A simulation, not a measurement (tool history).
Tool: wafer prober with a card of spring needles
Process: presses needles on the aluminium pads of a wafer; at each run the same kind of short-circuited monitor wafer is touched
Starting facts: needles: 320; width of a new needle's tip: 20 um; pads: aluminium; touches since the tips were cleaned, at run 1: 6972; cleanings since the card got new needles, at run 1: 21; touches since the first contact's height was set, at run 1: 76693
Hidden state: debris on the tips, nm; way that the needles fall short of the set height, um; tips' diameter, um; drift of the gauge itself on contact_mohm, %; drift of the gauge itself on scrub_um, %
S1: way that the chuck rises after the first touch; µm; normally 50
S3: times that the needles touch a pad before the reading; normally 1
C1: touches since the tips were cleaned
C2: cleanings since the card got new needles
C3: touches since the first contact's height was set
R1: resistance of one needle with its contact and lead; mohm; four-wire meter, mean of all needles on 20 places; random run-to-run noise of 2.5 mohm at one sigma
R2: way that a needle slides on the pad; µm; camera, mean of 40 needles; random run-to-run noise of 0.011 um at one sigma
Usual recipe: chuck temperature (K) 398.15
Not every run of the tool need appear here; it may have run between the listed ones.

run 1 hour=0.0 | S1=50 chuck_temperature_(K)=398.15 S3=1 | C1=6972 C2=21 C3=76693 | R1=372 R2=6.90
-- hour=10.0 tips cleaned on abrasive film
run 2 hour=15.5 | S1=50 chuck_temperature_(K)=398.15 S3=1 | C1=1516 C2=22 C3=80927 | R1=329 R2=6.88
run 3 hour=32.5 | S1=50 chuck_temperature_(K)=398.15 S3=1 | C1=6183 C2=22 C3=85594 | R1=368 R2=6.89
-- hour=43.3 tips cleaned on abrasive film
run 4 hour=60.1 | S1=50 chuck_temperature_(K)=398.15 S3=2 | C1=4628 C2=23 C3=93166 | R1=328 R2=6.88
run 5 hour=75.5 | S1=50 chuck_temperature_(K)=398.15 S3=2 | C1=8849 C2=23 C3=97387 | R1=334 R2=6.89
-- hour=76.9 tips cleaned on abrasive film
run 6 hour=99.1 | S1=50 chuck_temperature_(K)=334.15 S3=2 | C1=6121 C2=24 C3=103867 | R1=319 R2=6.89
-- hour=111.5 tips cleaned on abrasive film
run 7 hour=124.1 | S1=50 chuck_temperature_(K)=398.15 S3=2 | C1=3484 C2=25 C3=110715 | R1=332 R2=6.88
-- hour=145.2 tips cleaned on abrasive film
run 8 hour=152.2 | S1=50 chuck_temperature_(K)=398.15 S3=2 | C1=1920 C2=26 C3=118401 | R1=322 R2=6.88
run 9 hour=174.4 | S1=43 chuck_temperature_(K)=398.15 S3=2 | C1=8020 C2=26 C3=124501 | R1=350 R2=5.89
-- hour=178.3 tips cleaned on abrasive film
run 10 hour=199.0 | S1=50 chuck_temperature_(K)=398.15 S3=2 | C1=5690 C2=27 C3=131255 | R1=338 R2=6.85
-- hour=211.6 tips cleaned on abrasive film
run 11 hour=221.1 | S1=56 chuck_temperature_(K)=398.15 S3=1 | C1=2634 C2=28 C3=137309 | R1=338 R2=7.69
run 12 hour=239.7 | S1=51 chuck_temperature_(K)=359.15 S3=1 | C1=7728 C2=28 C3=142403 | R1=359 R2=6.98
-- hour=245.8 tips cleaned on abrasive film
run 13 hour=260.3 | S1=50 chuck_temperature_(K)=312.15 S3=1 | C1=3985 C2=29 C3=148053 | R1=339 R2=6.86
run 14 hour=273.0 | S1=50 chuck_temperature_(K)=312.15 S3=1 | C1=7486 C2=29 C3=151554 | R1=351 R2=6.83
-- hour=275.3 height of the first contact set anew
-- hour=280.6 tips cleaned on abrasive film
run 15 hour=301.7 | S1=37 chuck_temperature_(K)=350.15 S3=3 | C1=5819 C2=30 C3=7230 | R1=340 R2=4.98
-- hour=314.8 tips cleaned on abrasive film
run 16 hour=314.8 | S1=50 chuck_temperature_(K)=398.15 S3=3 | C1=0 C2=31 C3=10802 | R1=294 R2=6.80
run 17 hour=332.3 | S1=42 chuck_temperature_(K)=398.15 S3=1 | C1=4811 C2=31 C3=15613 | R1=391 R2=5.68
-- hour=348.0 tips cleaned on abrasive film
run 18 hour=353.3 | S1=42 chuck_temperature_(K)=398.15 S3=3 | C1=1463 C2=32 C3=21366 | R1=313 R2=5.68
-- hour=362.3 height of the first contact set anew, once more
run 19 hour=366.0 | S1=58 chuck_temperature_(K)=365.15 S3=1 | C1=4853 C2=32 C3=997 | R1=334 R2=8.07
-- hour=382.1 tips cleaned on abrasive film
run 20 hour=384.9 | S1=33 chuck_temperature_(K)=382.15 S3=2 | C1=770 C2=33 C3=6180 | R1=332 R2=4.60

For run 21, what comes out?
run 21 hour=402.2 | S1=50 chuck_temperature_(K)=313.15 S3=1 | C1=5520 C2=33 C3=10930 | R1=? R2=?

R1: 345 mohm
R2: 6.93 µm
Take away the tool's hidden state, keep the run-to-run variation as it was, and the same run would have given R1 262 mohm, R2 6.93 µm.

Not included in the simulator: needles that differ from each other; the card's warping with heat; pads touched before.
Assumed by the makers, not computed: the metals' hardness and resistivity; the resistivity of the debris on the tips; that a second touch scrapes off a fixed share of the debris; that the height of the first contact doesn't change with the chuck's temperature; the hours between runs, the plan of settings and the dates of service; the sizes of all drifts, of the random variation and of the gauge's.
